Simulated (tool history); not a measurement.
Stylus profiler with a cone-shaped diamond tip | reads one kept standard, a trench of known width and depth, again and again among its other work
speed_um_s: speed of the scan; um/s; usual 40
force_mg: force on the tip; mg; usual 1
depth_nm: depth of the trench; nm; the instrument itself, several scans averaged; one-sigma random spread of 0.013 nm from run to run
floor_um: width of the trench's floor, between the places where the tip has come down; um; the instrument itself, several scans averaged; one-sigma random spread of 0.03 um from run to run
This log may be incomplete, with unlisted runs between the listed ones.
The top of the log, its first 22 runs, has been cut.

run	hour	speed_um_s	force_mg	scans with this tip	hours of work since the height scale was calibrated	depth_nm	floor_um
23	701.4	10	1.56	11982	65	100.36	17.35
24	729.6	40	1	12217	85	100.25	17.21
25	772.1	40	1	12570	115	100.26	17.17
26	798.6	40	0.76	12790	133	100.21	17.16
27	819.4	13	0.65	12964	148	100.18	17.2
28	863.3	40	0.7	13328	179	100.17	17.11
29	898.4	19	1	13620	204	100.23	17.22
30	939.1	19	0.83	13959	233	100.2	17.24
31	983.8	37	0.4	14330	265	100.08	17.06
32	1023.8	23	0.73	14663	293	100.16	17.15
33	1062.2	23	0.73	14983	320	100.15	17.12
34	1085.5	23	0.73	15176	337	100.15	17.07
35	1117.4	48	1.15	15441	359	100.23	17.05

Run 36 is up next; what results do you expect?
36	1144.4	48	1.15	15666	378	?	?

Run 36 measured depth_nm 100.21 nm, floor_um 17.02 um.
Had the tool carried no hidden state, the very same run would have given depth_nm 100.31 nm, floor_um 17.85 um.
